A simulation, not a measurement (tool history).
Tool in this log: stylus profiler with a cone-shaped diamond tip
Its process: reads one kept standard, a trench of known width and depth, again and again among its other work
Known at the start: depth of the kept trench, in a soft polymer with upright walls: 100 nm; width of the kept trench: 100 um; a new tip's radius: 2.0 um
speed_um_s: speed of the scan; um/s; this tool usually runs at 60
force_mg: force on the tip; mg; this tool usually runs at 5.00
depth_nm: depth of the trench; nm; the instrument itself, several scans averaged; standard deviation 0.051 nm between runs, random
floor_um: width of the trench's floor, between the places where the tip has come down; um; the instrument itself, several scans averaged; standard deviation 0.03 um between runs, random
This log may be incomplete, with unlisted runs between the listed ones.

run 1 hour=0.0 | speed_um_s=60 force_mg=5.00 | depth_nm=100.97 floor_um=98.61
run 2 hour=73.2 | speed_um_s=60 force_mg=5.00 | depth_nm=101.03 floor_um=98.75
run 3 hour=136.2 | speed_um_s=60 force_mg=5.00 | depth_nm=100.97 floor_um=98.66
run 4 hour=211.4 | speed_um_s=60 force_mg=5.00 | depth_nm=101.02 floor_um=98.68
run 5 hour=298.6 | speed_um_s=60 force_mg=5.00 | depth_nm=101.01 floor_um=98.70
run 6 hour=402.3 | speed_um_s=36 force_mg=5.00 | depth_nm=100.92 floor_um=98.66
run 7 hour=509.5 | speed_um_s=36 force_mg=5.00 | depth_nm=100.99 floor_um=98.75
run 8 hour=582.9 | speed_um_s=60 force_mg=5.00 | depth_nm=101.02 floor_um=98.67
run 9 hour=698.9 | speed_um_s=60 force_mg=5.00 | depth_nm=100.90 floor_um=98.68
run 10 hour=801.5 | speed_um_s=60 force_mg=5.00 | depth_nm=101.00 floor_um=98.71
run 11 hour=865.8 | speed_um_s=60 force_mg=5.00 | depth_nm=101.06 floor_um=98.70
run 12 hour=915.0 | speed_um_s=60 force_mg=5.00 | depth_nm=101.02 floor_um=98.69
run 13 hour=1026.5 | speed_um_s=60 force_mg=5.00 | depth_nm=100.98 floor_um=98.64
run 14 hour=1095.0 | speed_um_s=60 force_mg=5.00 | depth_nm=100.96 floor_um=98.66
run 15 hour=1149.4 | speed_um_s=60 force_mg=5.00 | depth_nm=101.05 floor_um=98.65
run 16 hour=1238.3 | speed_um_s=60 force_mg=2.15 | depth_nm=100.57 floor_um=98.67
run 17 hour=1292.2 | speed_um_s=60 force_mg=2.15 | depth_nm=100.50 floor_um=98.57
run 18 hour=1373.9 | speed_um_s=60 force_mg=1.88 | depth_nm=100.56 floor_um=98.61
run 19 hour=1444.5 | speed_um_s=60 force_mg=1.88 | depth_nm=100.41 floor_um=98.60
run 20 hour=1559.5 | speed_um_s=60 force_mg=1.88 | depth_nm=100.54 floor_um=98.58
run 21 hour=1615.2 | speed_um_s=60 force_mg=1.88 | depth_nm=100.51 floor_um=98.63
run 22 hour=1694.3 | speed_um_s=60 force_mg=1.88 | depth_nm=100.57 floor_um=98.68
run 23 hour=1756.4 | speed_um_s=60 force_mg=1.88 | depth_nm=100.48 floor_um=98.58
run 24 hour=1805.4 | speed_um_s=60 force_mg=1.88 | depth_nm=100.51 floor_um=98.55
run 25 hour=1859.9 | speed_um_s=60 force_mg=1.88 | depth_nm=100.51 floor_um=98.60
run 26 hour=1964.3 | speed_um_s=60 force_mg=2.02 | depth_nm=100.50 floor_um=98.67
run 27 hour=2054.8 | speed_um_s=60 force_mg=2.02 | depth_nm=100.41 floor_um=98.66
-- hour=2081.4 height scale calibrated on a step standard
run 28 hour=2139.0 | speed_um_s=102 force_mg=5.00 | depth_nm=101.01 floor_um=98.63
run 29 hour=2197.2 | speed_um_s=102 force_mg=5.00 | depth_nm=100.95 floor_um=98.58
-- hour=2231.2 new tip fitted, height scale calibrated
run 30 hour=2293.7 | speed_um_s=171 force_mg=11.73 | depth_nm=101.80 floor_um=98.62
run 31 hour=2347.7 | speed_um_s=134 force_mg=7.09 | depth_nm=101.30 floor_um=98.64
run 32 hour=2433.6 | speed_um_s=134 force_mg=7.09 | depth_nm=101.31 floor_um=98.64
run 33 hour=2548.6 | speed_um_s=64 force_mg=5.24 | depth_nm=101.10 floor_um=98.71
run 34 hour=2621.4 | speed_um_s=64 force_mg=5.24 | depth_nm=100.98 floor_um=98.68
run 35 hour=2703.5 | speed_um_s=64 force_mg=5.24 | depth_nm=101.00 floor_um=98.67
run 36 hour=2764.7 | speed_um_s=128 force_mg=5.00 | depth_nm=101.03 floor_um=98.57
run 37 hour=2856.9 | speed_um_s=128 force_mg=5.00 | depth_nm=100.94 floor_um=98.55
run 38 hour=2905.3 | speed_um_s=33 force_mg=5.00 | depth_nm=101.02 floor_um=98.68
run 39 hour=2972.8 | speed_um_s=33 force_mg=5.00 | depth_nm=100.93 floor_um=98.66
run 40 hour=3072.0 | speed_um_s=48 force_mg=5.24 | depth_nm=101.07 floor_um=98.72
run 41 hour=3175.0 | speed_um_s=223 force_mg=2.57 | depth_nm=100.58 floor_um=98.34
run 42 hour=3230.7 | speed_um_s=18 force_mg=2.69 | depth_nm=100.63 floor_um=98.75
run 43 hour=3311.5 | speed_um_s=168 force_mg=2.48 | depth_nm=100.58 floor_um=98.43
run 44 hour=3368.2 | speed_um_s=168 force_mg=2.48 | depth_nm=100.59 floor_um=98.44
run 45 hour=3432.5 | speed_um_s=34 force_mg=8.27 | depth_nm=101.42 floor_um=98.69
run 46 hour=3533.5 | speed_um_s=34 force_mg=8.27 | depth_nm=101.41 floor_um=98.66
run 47 hour=3652.0 | speed_um_s=34 force_mg=8.27 | depth_nm=101.33 floor_um=98.70

Results for each run, recomputed without the tool's hidden state and with each run's random variation untouched:
Hidden conditions of the tool in this case: radius of the tip, um; height scale over the true one, %; drift of the gauge itself on depth_nm, %; drift of the gauge itself on floor_um, %.
run=1 floor_um=98.62
run=2 floor_um=98.76
run=3 floor_um=98.66
run=4 floor_um=98.69
run=5 floor_um=98.71
run=6 floor_um=98.67
run=7 floor_um=98.76
run=8 floor_um=98.68
run=9 floor_um=98.70
run=10 floor_um=98.72
run=11 floor_um=98.72
run=12 floor_um=98.71
run=13 floor_um=98.65
run=14 floor_um=98.68
run=15 floor_um=98.67
run=16 floor_um=98.69
run=17 floor_um=98.60
run=18 floor_um=98.63
run=19 floor_um=98.63
run=20 floor_um=98.61
run=21 floor_um=98.66
run=22 floor_um=98.70
run=23 floor_um=98.60
run=24 floor_um=98.58
run=25 floor_um=98.63
run=26 floor_um=98.70
run=27 floor_um=98.69
run=28 floor_um=98.66
run=29 floor_um=98.61
run=30 floor_um=98.62
run=31 floor_um=98.64
run=32 floor_um=98.64
run=33 floor_um=98.71
run=34 floor_um=98.68
run=35 floor_um=98.68
run=36 floor_um=98.58
run=37 floor_um=98.56
run=38 floor_um=98.69
run=39 floor_um=98.67
run=40 floor_um=98.73
run=41 floor_um=98.36
run=42 floor_um=98.77
run=43 floor_um=98.45
run=44 floor_um=98.46
run=45 floor_um=98.71
run=46 floor_um=98.68
run=47 floor_um=98.72
For depth_nm, the value without the hidden state is never more than 0.03 nm from the measured value.
